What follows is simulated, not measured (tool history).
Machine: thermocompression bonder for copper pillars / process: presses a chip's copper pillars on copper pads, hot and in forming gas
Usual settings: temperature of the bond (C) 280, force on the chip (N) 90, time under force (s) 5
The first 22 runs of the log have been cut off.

run,hour,temperature of the bond (C),force on the chip (N),time under force (s),force that shears a chip off (N)
23,198.1,280,118,7,107.7
24,204.1,270,90,10,93.9
25,209.6,270,90,10,91.7
26,222.6,270,90,10,89.9
27,229.5,270,90,10,90.8
28,235.5,280,82,5,76.9
29,243.8,268,90,5,70.7
30,252.9,280,134,5,106.7
31,265.3,280,59,5,56.9
32,278.4,280,59,9,71.5
33,290.7,291,106,3,86.5
34,303.6,273,70,5,61.1
35,316.7,281,90,14,110.2
36,325.2,268,133,7,102.0
37,338.8,268,133,7,100.9
38,345.8,256,129,14,107.6
39,358.0,256,129,14,106.0
40,364.1,256,129,14,109.3
41,377.3,280,90,8,91.7

Predict each of these 3 candidate next runs independently; none follows another, all start after run 41:
A,383.6,280,128,8,?
B,383.6,251,64,5,?
C,383.6,254,100,9,?

run,force that shears a chip off (N)
A,113.9
B,39.8
C,78.8
The same runs, with their run-to-run variation unchanged, on a tool lacking any hidden condition would have given:
run,force that shears a chip off (N)
A,118.7
B,42.5
C,83.3
